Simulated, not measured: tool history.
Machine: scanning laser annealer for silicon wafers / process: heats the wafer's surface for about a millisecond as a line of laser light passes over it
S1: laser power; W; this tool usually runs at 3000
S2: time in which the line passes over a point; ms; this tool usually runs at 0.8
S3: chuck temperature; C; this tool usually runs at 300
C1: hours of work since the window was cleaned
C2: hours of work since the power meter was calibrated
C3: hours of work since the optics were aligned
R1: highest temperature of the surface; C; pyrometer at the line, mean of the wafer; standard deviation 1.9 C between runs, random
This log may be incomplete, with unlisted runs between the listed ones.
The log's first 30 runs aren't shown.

Run 31, day 16.212: usual settings but S1 2760 W, S3 293 C; C1 280; C2 80; C3 170. Result: R1 1005 C.
Run 32, day 16.767: usual settings but S1 2760 W, S3 293 C; C1 288; C2 88; C3 177. Result: R1 1004 C.
Run 33, day 17.512: usual settings but S1 2760 W, S3 293 C; C1 298; C2 98; C3 187. Result: R1 1001 C.
Run 34, day 18.296: usual settings but S2 0.704 ms, S3 273 C; C1 308; C2 108; C3 198. Result: R1 1021 C.
Run 35, day 19.088: usual settings but S2 0.704 ms, S3 273 C; C1 319; C2 119; C3 209. Result: R1 1024 C.
Run 36, day 19.633: usual settings but S1 2808 W, S2 0.994 ms; C1 326; C2 126; C3 216. Result: R1 1093 C.
Run 37, day 20.2: usual settings but S1 3245 W, S2 0.808 ms; C1 334; C2 134; C3 223. Result: R1 1178 C.
Run 38, day 20.675: usual settings but S1 3245 W, S2 0.808 ms; C1 340; C2 140; C3 230. Result: R1 1181 C.

Here are 5 independent what-if runs from the current tool condition. What would each one return?
Run A, day 21.212: usual settings but S1 2945 W, S2 0.808 ms, S3 263 C; C1 347; C2 147; C3 237. Result: R1 ?.
Run B, day 21.212: usual settings but S1 2943 W, S2 0.873 ms, S3 337 C; C1 347; C2 147; C3 237. Result: R1 ?.
Run C, day 21.212: usual settings but S1 2791 W, S2 0.885 ms, S3 315 C; C1 347; C2 147; C3 237. Result: R1 ?.
Run D, day 21.212: usual settings but S1 2854 W, S2 0.738 ms, S3 294 C; C1 347; C2 147; C3 237. Result: R1 ?.
Run E, day 21.212: usual settings but S1 3136 W, S2 0.604 ms, S3 265 C; C1 347; C2 147; C3 237. Result: R1 ?.

run    R1
  A  1037
  B  1140
  C  1068
  D  1006
  E  1004
Without the tool's unlogged condition, the same runs would have read:
run    R1
  A  1053
  B  1156
  C  1083
  D  1020
  E  1019
